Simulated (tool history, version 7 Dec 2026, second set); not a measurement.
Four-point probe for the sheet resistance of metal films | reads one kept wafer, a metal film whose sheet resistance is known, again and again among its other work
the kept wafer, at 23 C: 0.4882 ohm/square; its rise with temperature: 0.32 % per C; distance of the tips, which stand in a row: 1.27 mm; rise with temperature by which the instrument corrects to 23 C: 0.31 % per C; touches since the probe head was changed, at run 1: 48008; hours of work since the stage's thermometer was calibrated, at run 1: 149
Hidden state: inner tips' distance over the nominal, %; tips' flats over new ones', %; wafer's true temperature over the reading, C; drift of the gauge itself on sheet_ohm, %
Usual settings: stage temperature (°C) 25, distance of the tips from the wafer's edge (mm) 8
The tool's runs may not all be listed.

run     day  stage temperature (°C)  distance of the tips from the wafer's edge (mm)  touches since the probe head was changed  hours of work since the stage's thermometer was calibrated  sheet resistance as the instrument gives it (ohm/square)
  1       0                      25                                                8                                     48008                                                         149                                                  0.493477
  2   1.204                      25                                                8                                     48897                                                         169                                                  0.493428
  3   2.004                      25                                                8                                     49488                                                         182                                                  0.493323
  4   3.458                      25                                                8                                     50561                                                         206                                                  0.493381
  5   4.371                      25                                                8                                     51235                                                         221                                                  0.493094
  6   4.988                      25                                                8                                     51692                                                         231                                                  0.493092
  7   6.454                      25                                                8                                     52772                                                         255                                                  0.493023
  8   7.354                      25                                               11                                     53438                                                         270                                                  0.489978
  9   8.633                      25                                               11                                     54382                                                         291                                                  0.490088
 10   9.692                      25                                               11                                     55164                                                         309                                                  0.489869
 11  10.992                      25                                                8                                     56123                                                         330                                                  0.492916
 12    11.6                      25                                                8                                     56574                                                         340                                                  0.492611
 13  12.279                      25                                               50                                     57075                                                         351                                                  0.486422
 14  13.608                      30                                                6                                     58057                                                         373                                                  0.497933
 15  14.262                      32                                               14                                     58541                                                         384                                                  0.488702
 16  15.596                      32                                               14                                     59523                                                         406                                                  0.488539
 17  16.967                      18                                               62                                     60535                                                         428                                                  0.485602
     17.104  -- stage's thermometer calibrated
 18  17.629                      21                                                7                                     61009                                                           9                                                  0.494174
 19  18.579                      21                                                7                                     61713                                                          24                                                   0.49403
 20   19.35                      22                                               15                                     62280                                                          37                                                  0.487421
 21  20.479                      26                                               29                                     63115                                                          56                                                  0.486237
 22  21.192                      35                                               12                                     63641                                                          67                                                  0.489338
 23  21.979                      35                                               12                                     64222                                                          80                                                  0.489203
       22.1  -- stage's thermometer calibrated, once more
 24  22.729                      22                                               15                                     64762                                                          10                                                  0.487431
 25  23.529                      22                                               15                                     65352                                                          24                                                  0.487412

Forecast each of these 5 alternatives for the next run:
  A  24.55                      23                                                3                                     66106                                                          40                                                         ?
  B  24.55                      19                                               22                                     66106                                                          40                                                         ?
  C  24.55                      25                                               11                                     66106                                                          40                                                         ?
  D  24.55                      29                                                3                                     66106                                                          40                                                         ?
  E  24.55                      33                                               10                                     66106                                                          40                                                         ?

run  sheet resistance as the instrument gives it (ohm/square)
  A                                                  0.527894
  B                                                  0.486256
  C                                                  0.489307
  D                                                  0.528369
  E                                                  0.490423
Without the tool's hidden state the same runs would have given:
run  sheet resistance as the instrument gives it (ohm/square)
  A                                                  0.530749
  B                                                  0.488905
  C                                                  0.491971
  D                                                  0.531226
  E                                                  0.493092
